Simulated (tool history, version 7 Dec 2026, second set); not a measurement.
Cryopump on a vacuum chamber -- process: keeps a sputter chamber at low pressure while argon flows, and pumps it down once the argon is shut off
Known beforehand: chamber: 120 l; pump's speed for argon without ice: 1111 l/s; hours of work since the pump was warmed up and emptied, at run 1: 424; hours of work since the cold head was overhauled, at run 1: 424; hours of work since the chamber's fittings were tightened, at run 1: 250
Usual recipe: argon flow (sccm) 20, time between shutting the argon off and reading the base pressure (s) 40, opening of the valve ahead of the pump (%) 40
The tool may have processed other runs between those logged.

| run | hour | argon flow (sccm) | time between shutting the argon off and reading the base pressure (s) | opening of the valve ahead of the pump (%) | hours of work since the pump was warmed up and emptied | hours of work since the cold head was overhauled | hours of work since the chamber's fittings were tightened | pressure while argon flows (Pa) | pressure after the wait (uPa) |
|---|---|---|---|---|---|---|---|---|---|
| 1 | 0.0 | 20 | 40 | 40 | 424 | 424 | 250 | 0.0791 | 1.57 |
| 2 | 20.1 | 20 | 40 | 40 | 436 | 436 | 263 | 0.0799 | 1.60 |
| 3 | 33.9 | 15 | 40 | 40 | 444 | 444 | 271 | 0.0594 | 1.58 |
| 4 | 43.2 | 15 | 40 | 40 | 450 | 450 | 277 | 0.0598 | 1.54 |
| 5 | 61.6 | 15 | 40 | 40 | 461 | 461 | 288 | 0.0596 | 1.55 |
| 6 | 80.1 | 15 | 40 | 40 | 472 | 472 | 299 | 0.0599 | 1.57 |
| 7 | 97.7 | 15 | 40 | 40 | 483 | 483 | 310 | 0.0585 | 1.62 |
| 8 | 117.7 | 34 | 40 | 40 | 495 | 495 | 322 | 0.1352 | 1.57 |
| 9 | 134.2 | 34 | 40 | 40 | 505 | 505 | 332 | 0.1364 | 1.58 |
| 10 | 152.4 | 34 | 215 | 40 | 516 | 516 | 343 | 0.1382 | 0.75 |
| 11 | 174.0 | 9 | 69 | 40 | 529 | 529 | 356 | 0.0360 | 1.20 |
| 12 | 184.3 | 9 | 69 | 40 | 535 | 535 | 362 | 0.0366 | 1.28 |
| 13 | 196.7 | 20 | 54 | 31 | 543 | 543 | 369 | 0.1019 | 1.37 |
| 14 | 207.0 | 20 | 132 | 19 | 549 | 549 | 376 | 0.1661 | 0.96 |
| 15 | 220.2 | 31 | 237 | 37 | 557 | 557 | 384 | 0.1337 | 0.79 |
| 16 | 233.4 | 32 | 51 | 39 | 565 | 565 | 392 | 0.1322 | 1.46 |
| 17 | 245.2 | 17 | 40 | 21 | 572 | 572 | 399 | 0.1271 | 1.70 |

Measured minus without-hidden-state, run by run (identical run-to-run variation in each term; gauge scatter may differ):
What the log doesn't record here: pump's speed, % of a pump's without ice; cold plate's temperature, K; leak into the chamber, uPa l/s; drift of the gauge itself on working_pa, %; drift of the gauge itself on base_upa, %.
| run | pressure while argon flows (Pa) | pressure after the wait (uPa) |
|---|---|---|
| 1 | +0.0032 | +0.24 |
| 2 | +0.0033 | +0.26 |
| 3 | +0.0025 | +0.26 |
| 4 | +0.0026 | +0.26 |
| 5 | +0.0026 | +0.27 |
| 6 | +0.0027 | +0.29 |
| 7 | +0.0027 | +0.30 |
| 8 | +0.0064 | +0.30 |
| 9 | +0.0065 | +0.31 |
| 10 | +0.0066 | +0.33 |
| 11 | +0.0018 | +0.35 |
| 12 | +0.0018 | +0.35 |
| 13 | +0.0040 | +0.35 |
| 14 | +0.0042 | +0.36 |
| 15 | +0.0064 | +0.37 |
| 16 | +0.0069 | +0.37 |
| 17 | +0.0037 | +0.38 |
